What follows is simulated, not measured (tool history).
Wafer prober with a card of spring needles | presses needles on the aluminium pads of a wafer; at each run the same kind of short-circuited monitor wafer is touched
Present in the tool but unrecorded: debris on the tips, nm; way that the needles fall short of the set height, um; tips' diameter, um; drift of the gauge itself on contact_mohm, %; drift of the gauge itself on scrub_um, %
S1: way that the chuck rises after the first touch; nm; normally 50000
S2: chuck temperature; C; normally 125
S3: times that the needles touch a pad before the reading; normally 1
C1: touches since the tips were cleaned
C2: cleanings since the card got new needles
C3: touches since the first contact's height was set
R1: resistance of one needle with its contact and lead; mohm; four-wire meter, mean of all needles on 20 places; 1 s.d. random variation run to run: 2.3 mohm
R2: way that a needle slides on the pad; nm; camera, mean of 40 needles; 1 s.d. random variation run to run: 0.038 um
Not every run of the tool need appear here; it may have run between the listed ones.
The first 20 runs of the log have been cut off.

At hour 656.6: tips cleaned on abrasive film.
At hour 677.4: tips cleaned on abrasive film.
Run 21, hour 677.9: usual settings but S1 53000 nm, S2 39 C, S3 2; C1 215; C2 69; C3 168145. Result: R1 250 mohm, R2 10590 nm.
At hour 697.0: tips cleaned on abrasive film.
Run 22, hour 698.7: usual settings but S1 53000 nm, S2 39 C, S3 2; C1 729; C2 70; C3 177225. Result: R1 270 mohm, R2 10490 nm.
At hour 717.1: tips cleaned on abrasive film.
At hour 737.0: tips cleaned on abrasive film.
Run 23, hour 738.6: usual settings but S1 53000 nm, S2 39 C, S3 2; C1 716; C2 72; C3 194675. Result: R1 268 mohm, R2 10500 nm.
At hour 759.5: tips cleaned on abrasive film.
Run 24, hour 759.5: usual settings but S1 66000 nm, S2 39 C; C1 0; C2 73; C3 203773. Result: R1 252 mohm, R2 13170 nm.
At hour 780.9: tips cleaned on abrasive film.
At hour 801.8: tips cleaned on abrasive film.
Run 25, hour 803.4: usual settings but S1 53000 nm, S2 80 C, S3 2; C1 685; C2 75; C3 222976. Result: R1 284 mohm, R2 10520 nm.
At hour 823.6: tips cleaned on abrasive film.
At hour 843.7: tips cleaned on abrasive film.
Run 26, hour 846.6: usual settings but S1 53000 nm, S2 80 C, S3 2; C1 1260; C2 77; C3 241857. Result: R1 298 mohm, R2 10480 nm.
At hour 861.5: height of the first contact set anew.
At hour 865.3: tips cleaned on abrasive film.
At hour 885.0: tips cleaned on abrasive film.
Run 27, hour 885.0: usual settings but S1 53000 nm, S2 80 C, S3 2; C1 0; C2 79; C3 10256. Result: R1 253 mohm, R2 10660 nm.
At hour 904.5: tips cleaned on abrasive film.
Run 28, hour 920.2: usual settings but S1 53000 nm, S2 80 C, S3 2; C1 6863; C2 80; C3 25633. Result: R1 383 mohm, R2 10750 nm.
At hour 926.5: tips cleaned on abrasive film.
At hour 946.0: tips cleaned on abrasive film.
Run 29, hour 950.8: usual settings but S1 53000 nm, S2 80 C, S3 2; C1 2109; C2 82; C3 39006. Result: R1 321 mohm, R2 10730 nm.
At hour 966.1: tips cleaned on abrasive film.
Run 30, hour 974.8: usual settings but S1 69000 nm, S2 39 C, S3 2; C1 3838; C2 83; C3 49514. Result: R1 299 mohm, R2 13910 nm.
At hour 987.6: tips cleaned on abrasive film.
Run 31, hour 994.6: usual settings but S3 2; C1 3059; C2 84; C3 58140. Result: R1 345 mohm, R2 10100 nm.

Below are 4 alternative next runs, each starting from the tool's condition after run 31. Predict each:
At hour 1009.1: tips cleaned on abrasive film.
At hour 1029.2: tips cleaned on abrasive film.
Run A, hour 1031.6: usual settings but S2 25 C; C1 1066; C2 86; C3 74315. Result: R1 ?, R2 ?.
At hour 1009.1: tips cleaned on abrasive film.
At hour 1029.2: tips cleaned on abrasive film.
Run B, hour 1031.6: usual settings but S1 38000 nm, S2 25 C; C1 1066; C2 86; C3 74315. Result: R1 ?, R2 ?.
At hour 1009.1: tips cleaned on abrasive film.
At hour 1029.2: tips cleaned on abrasive film.
Run C, hour 1031.6: usual settings but S1 33000 nm, S3 2; C1 1066; C2 86; C3 74315. Result: R1 ?, R2 ?.
At hour 1009.1: tips cleaned on abrasive film.
At hour 1029.2: tips cleaned on abrasive film.
Run D, hour 1031.6: usual settings but S1 30000 nm, S2 46 C, S3 2; C1 1066; C2 86; C3 74315. Result: R1 ?, R2 ?.

run   R1     R2
  A  331  10030
  B  403   7600
  C  366   6640
  D  385   6060
With no hidden state in the tool, these same runs would have given:
run   R1     R2
  A  227  10100
  B  236   7680
  C  258   6710
  D  239   6130

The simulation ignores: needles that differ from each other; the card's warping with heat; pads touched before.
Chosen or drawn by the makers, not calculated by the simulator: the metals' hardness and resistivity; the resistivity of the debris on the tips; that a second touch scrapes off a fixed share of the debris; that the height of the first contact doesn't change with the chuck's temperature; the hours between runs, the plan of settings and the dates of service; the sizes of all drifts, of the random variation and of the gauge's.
